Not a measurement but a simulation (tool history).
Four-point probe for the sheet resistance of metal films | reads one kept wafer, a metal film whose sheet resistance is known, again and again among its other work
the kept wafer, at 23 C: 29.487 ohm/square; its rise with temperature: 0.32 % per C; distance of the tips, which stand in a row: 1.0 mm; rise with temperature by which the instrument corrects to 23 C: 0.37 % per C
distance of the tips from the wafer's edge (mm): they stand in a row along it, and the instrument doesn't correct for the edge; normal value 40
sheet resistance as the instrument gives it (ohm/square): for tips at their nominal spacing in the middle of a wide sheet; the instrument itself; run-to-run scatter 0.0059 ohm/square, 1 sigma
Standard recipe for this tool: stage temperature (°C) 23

run     day  stage temperature (°C)  distance of the tips from the wafer's edge (mm)  sheet resistance as the instrument gives it (ohm/square)
  1   0.000                      23                                               40                                                 29.443696
  2   0.692                      23                                               40                                                 29.447469
  3   1.371                      23                                                6                                                 29.858024
  4   1.921                      23                                                6                                                 29.870853
  5   2.392                      28                                               40                                                 29.358149
  6   2.967                      23                                                5                                                 30.052762
  7   3.483                      23                                                5                                                 30.050509
  8   3.971                      23                                               40                                                 29.432287
  9   4.546                      23                                               40                                                 29.436799
 10   4.883                      23                                               40                                                 29.446120
 11   5.492                      23                                               40                                                 29.436377
 12   5.954                      23                                               40                                                 29.444203
 13   6.396                      23                                                5                                                 30.066921
 14   7.088                      23                                                5                                                 30.053134
 15   7.529                      23                                                5                                                 30.066313
 16   8.058                      23                                                5                                                 30.063622
 17   8.596                      23                                               40                                                 29.454991
 18   9.133                      23                                               40                                                 29.453087
 19   9.708                      23                                               40                                                 29.448657
 20  10.396                      23                                               40                                                 29.460561
 21  10.858                      23                                                9                                                 29.646588
 22  11.483                      23                                                9                                                 29.635194
 23  12.088                      26                                                5                                                 30.012540
 24  12.512                      25                                                4                                                 30.369629
 25  12.921                      32                                               21                                                 29.335473
     12.996  -- stage's thermometer calibrated
 26  13.329                      20                                               28                                                 29.519794
 27  13.962                      20                                               28                                                 29.512334
     14.429  -- stage's thermometer calibrated, once more
 28  14.575                      20                                               28                                                 29.550144
 29  15.129                      32                                                8                                                 29.573771
 30  15.596                      32                                                8                                                 29.559026
 31  15.971                      32                                                8                                                 29.553408
 32  16.492                      32                                                8                                                 29.569797
 33  17.117                      27                                               42                                                 29.420087
 34  17.550                      27                                               42                                                 29.406829
 35  17.838                      18                                                8                                                 29.806353
 36  18.192                      23                                                7                                                 29.798543
 37  18.600                      23                                               48                                                 29.475222
 38  18.883                      23                                               16                                                 29.542398
 39  19.567                      21                                                8                                                 29.757011

Branching from run 39: 5 alternative next runs. What would each branch give?
  A  19.917                      20                                               18                                                         ?
  B  19.917                      22                                                5                                                         ?
  C  19.917                      30                                               59                                                         ?
  D  19.917                      21                                               22                                                         ?
  E  19.917                      21                                               13                                                         ?

run  sheet resistance as the instrument gives it (ohm/square)
  A                                                 29.595195
  B                                                 30.120708
  C                                                 29.368061
  D                                                 29.559743
  E                                                 29.603742
With the hidden condition removed and each run's random variation left untouched, the same runs would have given:
run  sheet resistance as the instrument gives it (ohm/square)
  A                                                 29.604600
  B                                                 30.130291
  C                                                 29.377560
  D                                                 29.569155
  E                                                 29.613165
